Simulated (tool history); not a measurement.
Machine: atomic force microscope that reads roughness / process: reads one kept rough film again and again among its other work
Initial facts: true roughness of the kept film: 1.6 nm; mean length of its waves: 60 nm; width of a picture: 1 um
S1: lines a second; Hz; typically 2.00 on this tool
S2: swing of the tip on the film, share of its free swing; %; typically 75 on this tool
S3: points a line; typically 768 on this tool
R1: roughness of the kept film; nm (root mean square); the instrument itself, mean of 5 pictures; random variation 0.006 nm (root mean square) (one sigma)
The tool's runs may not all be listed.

run   hour    S1  S2    S3     R1
  1    0.0  2.00  75   768  1.432
  2   14.5  2.00  75   768  1.420
  3   27.8  2.00  75   768  1.419
      35.3  -- new tip fitted
  4   47.9  2.00  75   768  1.447
  5   57.5  2.65  75   768  1.411
  6   69.0  2.65  75   768  1.403
  7   88.4  2.00  60   768  1.499
  8  104.5  2.00  60   768  1.497
     111.2  -- new tip fitted
  9  121.9  2.00  60   768  1.526
 10  134.9  2.00  75   628  1.440
 11  156.3  2.44  86   628  1.314
 12  170.4  3.59  56   564  1.469
 13  181.1  3.59  64   564  1.424
     187.7  -- new tip fitted
 14  201.0  2.00  68  1000  1.483
 15  222.5  2.00  68  1000  1.474

3 ways to go on from here, each from the tool as it stands after run 15. What would each give?
  A  243.7  3.79  75  768   ?
  B  243.7  2.00  69  768   ?
  C  243.7  1.42  75  768   ?

run     R1
  A  1.326
  B  1.454
  C  1.459
Stripped of hidden state, with their random variation kept, the same runs would have yielded:
run     R1
  A  1.355
  B  1.485
  C  1.490
